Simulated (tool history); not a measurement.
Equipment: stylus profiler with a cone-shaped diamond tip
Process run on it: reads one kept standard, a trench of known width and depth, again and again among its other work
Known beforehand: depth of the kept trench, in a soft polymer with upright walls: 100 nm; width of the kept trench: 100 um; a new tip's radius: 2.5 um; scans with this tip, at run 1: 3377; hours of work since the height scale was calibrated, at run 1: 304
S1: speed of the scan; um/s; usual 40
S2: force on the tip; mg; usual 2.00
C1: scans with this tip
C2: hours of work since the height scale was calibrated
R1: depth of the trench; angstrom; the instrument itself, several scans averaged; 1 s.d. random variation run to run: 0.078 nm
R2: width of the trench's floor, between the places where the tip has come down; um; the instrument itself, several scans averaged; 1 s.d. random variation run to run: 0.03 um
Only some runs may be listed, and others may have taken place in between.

Run 1, hour 0.0: usual settings; C1 3377; C2 304. Result: R1 1013.2 angstrom, R2 98.28 um.
Run 2, hour 63.3: usual settings but S1 81 um/s; C1 3702; C2 334. Result: R1 1013.1 angstrom, R2 98.02 um.
Run 3, hour 120.4: usual settings but S1 81 um/s; C1 3995; C2 360. Result: R1 1012.8 angstrom, R2 97.95 um.
Run 4, hour 165.1: usual settings but S1 39 um/s; C1 4224; C2 381. Result: R1 1013.8 angstrom, R2 98.24 um.
Run 5, hour 214.9: usual settings but S1 56 um/s; C1 4480; C2 404. Result: R1 1013.4 angstrom, R2 98.12 um.
Run 6, hour 277.4: usual settings but S1 56 um/s; C1 4801; C2 433. Result: R1 1013.0 angstrom, R2 98.15 um.
Run 7, hour 337.6: usual settings but S1 56 um/s; C1 5109; C2 460. Result: R1 1013.8 angstrom, R2 98.13 um.
Run 8, hour 377.3: usual settings but S1 56 um/s; C1 5313; C2 479. Result: R1 1014.8 angstrom, R2 98.18 um.
Run 9, hour 432.9: usual settings but S1 56 um/s; C1 5598; C2 505. Result: R1 1013.5 angstrom, R2 98.09 um.
Run 10, hour 481.4: usual settings but S2 1.87 mg; C1 5847; C2 527. Result: R1 1011.5 angstrom, R2 98.22 um.
Run 11, hour 514.9: usual settings; C1 6019; C2 542. Result: R1 1013.1 angstrom, R2 98.24 um.
Run 12, hour 556.2: usual settings; C1 6231; C2 562. Result: R1 1013.0 angstrom, R2 98.19 um.
Run 13, hour 619.1: usual settings; C1 6553; C2 591. Result: R1 1013.7 angstrom, R2 98.18 um.
Run 14, hour 651.6: usual settings; C1 6720; C2 606. Result: R1 1012.7 angstrom, R2 98.20 um.
Run 15, hour 695.4: usual settings but S2 5.80 mg; C1 6945; C2 626. Result: R1 1027.1 angstrom, R2 98.26 um.
Run 16, hour 750.0: usual settings but S2 2.72 mg; C1 7225; C2 651. Result: R1 1015.3 angstrom, R2 98.18 um.
Run 17, hour 776.8: usual settings but S2 4.63 mg; C1 7363; C2 664. Result: R1 1023.2 angstrom, R2 98.24 um.
Run 18, hour 833.5: usual settings; C1 7654; C2 690. Result: R1 1012.8 angstrom, R2 98.20 um.
Run 19, hour 897.8: usual settings; C1 7983; C2 719. Result: R1 1012.8 angstrom, R2 98.16 um.
Run 20, hour 954.0: usual settings but S2 0.77 mg; C1 8272; C2 745. Result: R1 1006.6 angstrom, R2 97.98 um.
Run 21, hour 1002.8: usual settings but S2 0.77 mg; C1 8522; C2 768. Result: R1 1005.6 angstrom, R2 98.00 um.
Run 22, hour 1051.2: usual settings but S2 0.77 mg; C1 8770; C2 790. Result: R1 1005.0 angstrom, R2 98.00 um.
Run 23, hour 1094.0: usual settings but S2 0.77 mg; C1 8991; C2 810. Result: R1 1003.5 angstrom, R2 98.00 um.
Run 24, hour 1144.8: usual settings but S1 22 um/s, S2 3.58 mg; C1 9251; C2 834. Result: R1 1019.0 angstrom, R2 98.41 um.
Run 25, hour 1176.2: usual settings but S1 29 um/s, S2 2.14 mg; C1 9412; C2 848. Result: R1 1013.5 angstrom, R2 98.25 um.
Run 26, hour 1215.8: usual settings but S1 29 um/s, S2 2.14 mg; C1 9615; C2 867. Result: R1 1012.5 angstrom, R2 98.24 um.
Run 27, hour 1265.5: usual settings but S1 146 um/s, S2 2.06 mg; C1 9870; C2 890. Result: R1 1011.8 angstrom, R2 97.42 um.
Run 28, hour 1298.8: usual settings but S1 146 um/s, S2 2.06 mg; C1 10041; C2 905. Result: R1 1011.0 angstrom, R2 97.47 um.
Run 29, hour 1347.8: usual settings but S1 146 um/s, S2 2.06 mg; C1 10293; C2 928. Result: R1 1012.3 angstrom, R2 97.43 um.
Run 30, hour 1396.8: usual settings but S1 149 um/s, S2 2.30 mg; C1 10544; C2 950. Result: R1 1013.1 angstrom, R2 97.49 um.
Run 31, hour 1443.0: usual settings but S1 24 um/s, S2 2.02 mg; C1 10781; C2 972. Result: R1 1010.3 angstrom, R2 98.19 um.
Run 32, hour 1499.8: usual settings but S1 24 um/s, S2 2.02 mg; C1 11073; C2 998. Result: R1 1011.7 angstrom, R2 98.24 um.
Run 33, hour 1538.1: usual settings but S1 48 um/s, S2 2.14 mg; C1 11269; C2 1016. Result: R1 1010.7 angstrom, R2 98.05 um.
Run 34, hour 1582.3: usual settings but S1 25 um/s, S2 1.06 mg; C1 11496; C2 1036. Result: R1 1006.0 angstrom, R2 98.09 um.
Run 35, hour 1616.6: usual settings but S1 25 um/s, S2 1.06 mg; C1 11672; C2 1052. Result: R1 1005.9 angstrom, R2 98.14 um.
Run 36, hour 1654.0: usual settings but S2 1.79 mg; C1 11864; C2 1069. Result: R1 1010.0 angstrom, R2 98.09 um.
Run 37, hour 1693.0: usual settings but S1 130 um/s, S2 3.81 mg; C1 12064; C2 1087. Result: R1 1016.8 angstrom, R2 97.76 um.
Run 38, hour 1727.4: usual settings but S1 130 um/s, S2 3.81 mg; C1 12240; C2 1103. Result: R1 1017.2 angstrom, R2 97.75 um.
Run 39, hour 1788.5: usual settings but S1 154 um/s, S2 1.31 mg; C1 12554; C2 1131. Result: R1 1007.8 angstrom, R2 97.07 um.
Run 40, hour 1846.2: usual settings but S1 145 um/s, S2 3.90 mg; C1 12850; C2 1158. Result: R1 1018.7 angstrom, R2 97.65 um.
Run 41, hour 1905.1: usual settings but S1 103 um/s, S2 1.29 mg; C1 13152; C2 1185. Result: R1 1005.4 angstrom, R2 97.47 um.
Run 42, hour 1956.0: usual settings but S2 3.99 mg; C1 13413; C2 1209. Result: R1 1019.6 angstrom, R2 98.12 um.
Run 43, hour 1995.8: usual settings but S1 112 um/s, S2 1.58 mg; C1 13618; C2 1227. Result: R1 1008.9 angstrom, R2 97.50 um.

Below, some changes in R1 between adjacent runs. For each, the amount present without the hidden state too (settings, incoming material, random variation) and the amount remaining for the hidden state with gauge scatter not shared by both compared results:
The hidden state here: radius of the tip, um; height scale over the true one, %; drift of the gauge itself on depth_nm, %; drift of the gauge itself on floor_um, %.
Run 12 -> 13: settings left as they were, no log entry in between. R1 +0.7 angstrom: hidden state -0.2, all else +0.9.
Run 14 -> 15: S2 2.00 -> 5.80. R1 +14.4 angstrom: hidden state +0.0, all else +14.4.
Run 18 -> 19: settings left as they were, no log entry in between. R1 +0.0 angstrom: hidden state -0.2, all else +0.2.
Run 20 -> 21: settings left as they were, no log entry in between. R1 -1.0 angstrom: hidden state -0.2, all else -0.8.
Run 23 -> 24: S1 40 -> 22, S2 0.77 -> 3.58. R1 +15.5 angstrom: hidden state -0.1, all else +15.6.
Run 41 -> 42: S1 103 -> 40, S2 1.29 -> 3.99. R1 +14.2 angstrom: hidden state -0.2, all else +14.4.
